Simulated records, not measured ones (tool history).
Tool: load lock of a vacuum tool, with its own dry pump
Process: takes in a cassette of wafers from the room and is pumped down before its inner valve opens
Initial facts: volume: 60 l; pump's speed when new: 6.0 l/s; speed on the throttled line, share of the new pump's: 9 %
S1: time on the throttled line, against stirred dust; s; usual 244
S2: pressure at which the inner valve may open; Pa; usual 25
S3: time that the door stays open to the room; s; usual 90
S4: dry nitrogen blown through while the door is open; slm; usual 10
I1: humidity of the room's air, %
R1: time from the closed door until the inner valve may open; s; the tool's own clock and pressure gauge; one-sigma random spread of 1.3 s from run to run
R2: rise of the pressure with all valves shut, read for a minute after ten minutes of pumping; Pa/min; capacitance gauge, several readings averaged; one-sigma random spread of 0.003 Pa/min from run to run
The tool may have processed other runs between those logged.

| run | hour | S1 | S2 | S3 | S4 | I1 | R1 | R2 |
|---|---|---|---|---|---|---|---|---|
| 1 | 0.0 | 244 | 25 | 90 | 10 | 44.4 | 309.7 | 0.087 |
| 2 | 59.6 | 244 | 25 | 90 | 14 | 46.6 | 305.5 | 0.091 |
| 3 | 141.6 | 244 | 25 | 86 | 10 | 46.5 | 307.6 | 0.091 |
| 4 | 212.3 | 244 | 25 | 86 | 10 | 44.6 | 308.7 | 0.086 |
| 5 | 269.7 | 244 | 25 | 86 | 10 | 43.7 | 310.2 | 0.089 |
| 6 | 337.8 | 244 | 25 | 86 | 10 | 43.4 | 308.1 | 0.089 |
| 7 | 451.6 | 244 | 43 | 86 | 10 | 45.2 | 302.8 | 0.088 |
| 8 | 534.1 | 244 | 25 | 90 | 10 | 47.3 | 309.1 | 0.090 |
| 9 | 623.2 | 244 | 25 | 90 | 10 | 46.1 | 308.5 | 0.097 |
| 10 | 715.6 | 244 | 25 | 90 | 10 | 42.9 | 310.1 | 0.095 |
| 11 | 838.4 | 244 | 25 | 90 | 10 | 45.3 | 306.9 | 0.092 |
| 12 | 918.3 | 244 | 25 | 90 | 10 | 45.0 | 308.3 | 0.098 |
| 13 | 998.4 | 233 | 25 | 90 | 10 | 45.4 | 295.6 | 0.099 |
| 14 | 1103.8 | 189 | 38 | 43 | 4 | 43.5 | 254.0 | 0.096 |
| 15 | 1163.9 | 189 | 38 | 43 | 4 | 44.7 | 254.7 | 0.094 |
| 16 | 1220.0 | 189 | 38 | 43 | 4 | 45.9 | 257.3 | 0.096 |
| 17 | 1294.0 | 195 | 25 | 60 | 29 | 45.1 | 264.8 | 0.085 |
| 18 | 1398.6 | 195 | 25 | 60 | 29 | 49.4 | 267.2 | 0.087 |
| 19 | 1502.1 | 201 | 21 | 36 | 7 | 43.7 | 272.9 | 0.088 |
| 20 | 1558.2 | 201 | 21 | 36 | 7 | 45.4 | 273.5 | 0.089 |
| 21 | 1628.3 | 201 | 21 | 36 | 7 | 46.6 | 271.8 | 0.092 |
| 22 | 1693.0 | 201 | 21 | 36 | 7 | 44.2 | 270.9 | 0.096 |
| 23 | 1805.2 | 201 | 21 | 36 | 7 | 44.2 | 272.6 | 0.095 |
| 24 | 1867.8 | 300 | 25 | 90 | 10 | 42.6 | 359.5 | 0.110 |
| 25 | 1933.3 | 472 | 26 | 41 | 20 | 42.7 | 515.6 | 0.095 |

Alternative continuations, all from the tool just after run 25; predict every row:
| A | 2026.2 | 169 | 20 | 221 | 10 | 45.5 | ? | ? |
| B | 2026.2 | 134 | 25 | 81 | 10 | 48.4 | ? | ? |
| C | 2026.2 | 363 | 25 | 71 | 4 | 43.3 | ? | ? |
| D | 2026.2 | 192 | 25 | 60 | 11 | 48.5 | ? | ? |

| run | R1 | R2 |
|---|---|---|
| A | 246.4 | 0.128 |
| B | 209.7 | 0.114 |
| C | 414.2 | 0.112 |
| D | 262.8 | 0.112 |
Without the tool's hidden state the same runs would have given:
| run | R1 | R2 |
|---|---|---|
| A | 241.1 | 0.060 |
| B | 204.3 | 0.044 |
| C | 410.4 | 0.043 |
| D | 257.8 | 0.043 |

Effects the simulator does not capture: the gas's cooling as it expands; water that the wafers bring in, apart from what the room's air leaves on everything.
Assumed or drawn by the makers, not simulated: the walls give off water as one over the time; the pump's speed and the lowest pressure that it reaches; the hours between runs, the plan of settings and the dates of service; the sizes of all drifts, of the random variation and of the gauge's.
